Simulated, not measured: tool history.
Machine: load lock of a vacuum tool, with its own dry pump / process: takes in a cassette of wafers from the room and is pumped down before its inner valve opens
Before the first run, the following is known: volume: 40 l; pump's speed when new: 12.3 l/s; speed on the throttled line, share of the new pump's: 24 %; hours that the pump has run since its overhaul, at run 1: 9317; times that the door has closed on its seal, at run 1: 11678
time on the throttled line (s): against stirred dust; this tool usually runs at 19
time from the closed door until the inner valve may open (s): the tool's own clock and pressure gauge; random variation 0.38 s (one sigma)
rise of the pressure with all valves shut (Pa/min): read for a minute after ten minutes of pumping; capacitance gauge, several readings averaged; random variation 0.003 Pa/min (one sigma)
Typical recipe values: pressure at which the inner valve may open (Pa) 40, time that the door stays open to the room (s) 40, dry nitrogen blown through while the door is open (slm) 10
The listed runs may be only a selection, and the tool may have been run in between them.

run	hour	time on the throttled line (s)	pressure at which the inner valve may open (Pa)	time that the door stays open to the room (s)	dry nitrogen blown through while the door is open (slm)	hours that the pump has run since its overhaul	times that the door has closed on its seal	incoming humidity of the room's air, %	time from the closed door until the inner valve may open (s)	rise of the pressure with all valves shut (Pa/min)
1	0.0	19	40	40	10	9317	11678	45.8	44.0	0.082
2	164.6	19	40	40	10	9482	12424	44.5	44.1	0.089
3	369.6	19	40	40	10	9687	13352	48.1	44.1	0.096
4	496.9	19	40	40	10	9814	13928	46.1	45.8	0.102
5	613.1	24	40	40	10	9930	14455	46.2	48.2	0.106
6	730.9	19	40	40	23	10048	14988	43.6	44.7	0.110
7	945.2	19	40	40	23	10262	15958	42.1	44.6	0.114
8	1090.1	19	40	40	23	10407	16615	43.3	45.5	0.120
9	1224.2	19	40	165	10	10541	17222	43.8	44.4	0.147
10	1327.3	19	40	165	10	10644	17689	44.2	45.4	0.154
11	1523.8	19	40	40	7	10841	18579	45.1	44.8	0.155
12	1670.7	19	40	40	7	10988	19244	47.6	45.4	0.152
13	1819.7	19	40	40	7	11137	19919	44.3	45.3	0.168
14	1937.9	19	40	40	7	11255	20454	42.1	44.5	0.169
15	2040.6	19	40	40	7	11358	20919	42.4	45.7	0.184
16	2240.1	19	46	40	7	11557	21823	48.6	45.5	0.197
17	2390.7	19	46	40	7	11708	22505	43.7	44.9	0.206
18	2601.4	19	46	207	7	11918	23459	44.9	44.6	0.225
19	2688.5	19	46	207	7	12006	23854	45.7	44.6	0.233
20	2835.5	15	47	207	6	12153	24519	43.5	43.6	0.242
21	2953.4	15	47	207	6	12270	25053	43.5	42.1	0.253
22	3073.2	19	40	40	18	12390	25596	44.3	46.2	0.241
23	3201.3	19	40	40	18	12518	26176	42.5	46.4	0.251
24	3300.0	19	40	40	18	12617	26623	45.0	46.9	0.254
25	3426.9	28	69	27	10	12744	27198	47.2	50.6	0.272
# hour 3442.9: door's seal changed, seat wiped
26	3643.6	20	48	68	17	12959	909	43.0	46.6	0.022
27	3751.2	20	48	68	17	13067	1396	43.7	46.3	0.027
28	3932.6	20	47	202	21	13248	2218	44.9	46.7	0.030
29	4025.1	19	52	179	42	13341	2637	47.0	44.9	0.027
30	4161.1	19	58	33	10	13477	3253	42.5	45.3	0.032
31	4253.6	29	42	34	16	13569	3672	45.1	52.8	0.029
32	4347.5	10	52	40	36	13663	4097	43.7	39.4	0.027
# hour 4453.1: dry pump taken out, an overhauled one fitted
33	4487.4	19	51	40	12	34	4703	42.6	38.8	0.036
34	4694.9	17	51	199	17	242	5643	45.1	37.6	0.052
35	4888.8	19	40	51	10	436	6521	44.1	40.4	0.055
36	5075.1	19	40	51	10	622	7365	46.2	40.2	0.055
37	5277.0	19	40	51	10	824	8279	44.2	40.6	0.064

Forecast each of these 3 alternatives for the next run:
A	5485.7	19	56	51	10	1033	9224	46.7	?	?
B	5485.7	19	53	51	10	1033	9224	47.7	?	?
C	5485.7	12	40	40	10	1033	9224	45.3	?	?

run	time from the closed door until the inner valve may open (s)	rise of the pressure with all valves shut (Pa/min)
A	39.7	0.068
B	39.9	0.071
C	34.8	0.067
Take away the tool's hidden state, keep each run's random variation, and the runs would have read:
run	time from the closed door until the inner valve may open (s)	rise of the pressure with all valves shut (Pa/min)
A	39.0	0.020
B	39.1	0.024
C	34.0	0.020
